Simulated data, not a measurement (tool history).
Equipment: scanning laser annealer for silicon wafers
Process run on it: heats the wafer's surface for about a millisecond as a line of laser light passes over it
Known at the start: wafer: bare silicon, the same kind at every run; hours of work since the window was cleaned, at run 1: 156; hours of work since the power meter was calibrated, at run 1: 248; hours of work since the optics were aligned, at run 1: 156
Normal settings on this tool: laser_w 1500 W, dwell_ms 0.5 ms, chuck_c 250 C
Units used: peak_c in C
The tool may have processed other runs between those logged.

run	day	laser_w	dwell_ms	chuck_c	hours of work since the window was cleaned	hours of work since the power meter was calibrated	hours of work since the optics were aligned	peak_c
1	0	1500	0.5	250	156	248	156	1047
2	0.388	1500	0.5	250	162	254	162	1052
3	0.942	1500	0.5	250	170	262	170	1047
4	1.525	1500	0.5	250	178	270	178	1052
5	2.083	1500	0.5	250	186	278	186	1051
6	2.85	1500	0.5	250	197	289	197	1052
7	3.554	1500	0.42	250	207	298	207	983
8	3.892	1500	0.399	250	211	303	211	967
9	4.371	1500	0.399	250	218	310	218	967
10	5.167	1500	0.399	250	229	321	229	963
11	5.746	1638	0.399	250	237	329	237	1035
12	6.396	1638	0.399	250	247	339	247	1029
13	6.921	1500	0.5	258	254	346	254	1060
14	7.312	1500	0.5	258	259	351	259	1060
15	7.838	1500	0.5	258	267	359	267	1060
16	8.279	1500	0.5	258	273	365	273	1057
17	8.975	1500	0.5	258	283	375	283	1059
18	9.392	1500	0.5	258	289	381	289	1059
19	10.162	1500	0.5	258	300	392	300	1058
20	10.508	1500	0.5	250	304	396	304	1050
21	10.871	1500	0.5	250	310	402	310	1051
22	11.592	1537	0.619	250	320	412	320	1158
23	12.271	1537	0.619	250	329	421	329	1160
24	12.625	1556	0.357	219	334	426	334	925
25	13.292	1276	0.61	265	344	436	344	1022
26	13.879	1473	0.351	243	352	444	352	902
27	14.238	1473	0.351	243	357	449	357	903
28	14.929	1442	0.482	284	367	459	367	1042
29	15.6	1442	0.482	284	376	468	376	1040
30	16.292	1565	0.5	230	386	478	386	1063
31	16.829	1496	0.384	219	393	485	393	920
32	17.162	1569	0.617	250	398	490	398	1176
33	17.779	1313	0.558	250	407	499	407	996
34	18.429	1420	0.558	289	416	508	416	1088
35	18.988	1420	0.558	289	424	516	424	1095
36	19.433	1461	0.465	289	430	522	430	1042
37	19.883	1453	0.612	262	436	528	436	1121
38	20.596	1453	0.541	262	447	539	447	1070
39	21.046	1439	0.499	224	453	545	453	995
40	21.508	1439	0.499	224	459	551	459	990
41	22.025	1543	0.499	224	467	559	467	1043
42	22.804	1543	0.499	251	478	570	478	1073

Alternative continuations, all from the tool just after run 42; predict every row:
A	23.133	1648	0.5	262	482	574	482	?
B	23.133	1297	0.444	278	482	574	482	?
C	23.133	1390	0.5	236	482	574	482	?

run	peak_c
A	1137
B	936
C	982
Take away the tool's hidden state, keep each run's random variation, and the runs would have read:
run	peak_c
A	1138
B	937
C	983
